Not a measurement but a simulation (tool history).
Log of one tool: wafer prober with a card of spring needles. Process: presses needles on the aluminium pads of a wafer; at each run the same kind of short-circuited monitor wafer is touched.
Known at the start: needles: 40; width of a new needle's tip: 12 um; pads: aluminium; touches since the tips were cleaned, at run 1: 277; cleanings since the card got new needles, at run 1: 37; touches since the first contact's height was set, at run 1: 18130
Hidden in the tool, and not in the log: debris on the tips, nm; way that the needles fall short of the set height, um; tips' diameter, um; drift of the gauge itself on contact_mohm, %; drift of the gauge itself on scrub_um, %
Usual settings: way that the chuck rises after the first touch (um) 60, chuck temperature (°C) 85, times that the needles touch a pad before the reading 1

| run | hour | way that the chuck rises after the first touch (um) | chuck temperature (°C) | times that the needles touch a pad before the reading | touches since the tips were cleaned | cleanings since the card got new needles | touches since the first contact's height was set | resistance of one needle with its contact and lead (mohm) | way that a needle slides on the pad (um) |
|---|---|---|---|---|---|---|---|---|---|
| 1 | 0 | 60 | 85 | 1 | 277 | 37 | 18130 | 247 | 10.19 |
|  | 26.1 | tips cleaned on abrasive film |
| 2 | 44.2 | 60 | 85 | 1 | 6862 | 38 | 34826 | 252 | 10.21 |
|  | 55.3 | tips cleaned on abrasive film |
|  | 82 | tips cleaned on abrasive film |
| 3 | 82 | 60 | 85 | 1 | 0 | 40 | 49051 | 249 | 10.2 |
|  | 109.1 | tips cleaned on abrasive film |
|  | 136.1 | tips cleaned on abrasive film |
| 4 | 150.7 | 60 | 85 | 1 | 5538 | 42 | 74998 | 249 | 10.19 |
|  | 160.7 | tips cleaned on abrasive film |
|  | 186.4 | tips cleaned on abrasive film |
| 5 | 207.2 | 60 | 85 | 1 | 7859 | 44 | 96311 | 247 | 10.19 |
|  | 212.8 | tips cleaned on abrasive film |
|  | 240.5 | tips cleaned on abrasive film |
| 6 | 246.6 | 60 | 85 | 1 | 2308 | 46 | 111164 | 252 | 10.19 |
|  | 264.8 | tips cleaned on abrasive film |
|  | 290.2 | tips cleaned on abrasive film |
|  | 317.3 | tips cleaned on abrasive film |
| 7 | 317.3 | 60 | 85 | 1 | 0 | 49 | 137822 | 249 | 10.21 |
|  | 344 | tips cleaned on abrasive film |
|  | 373.4 | tips cleaned on abrasive film |
|  | 398.1 | tips cleaned on abrasive film |
| 8 | 401.2 | 60 | 85 | 1 | 1183 | 52 | 169477 | 247 | 10.22 |
|  | 424.3 | tips cleaned on abrasive film |
|  | 452.8 | tips cleaned on abrasive film |
|  | 460.3 | height of the first contact set anew |
| 9 | 460.3 | 60 | 85 | 1 | 2698 | 54 | 0 | 248 | 10.23 |
|  | 478.1 | tips cleaned on abrasive film |
|  | 505.2 | tips cleaned on abrasive film |
| 10 | 508 | 60 | 85 | 1 | 1045 | 56 | 17995 | 251 | 10.23 |

Run 11 comes next. What will it give?
|  | 534.1 | tips cleaned on abrasive film |
|  | 561.8 | tips cleaned on abrasive film |
|  | 586.2 | tips cleaned on abrasive film |
| 11 | 586.2 | 54 | 85 | 1 | 0 | 59 | 47491 | ? | ? |

{"run 11": {"resistance of one needle with its contact and lead (mohm)": 249, "way that a needle slides on the pad (um)": 9.2}}
Without the tool's hidden state the same run would have given resistance of one needle with its contact and lead (mohm) 249, way that a needle slides on the pad (um) 9.17.
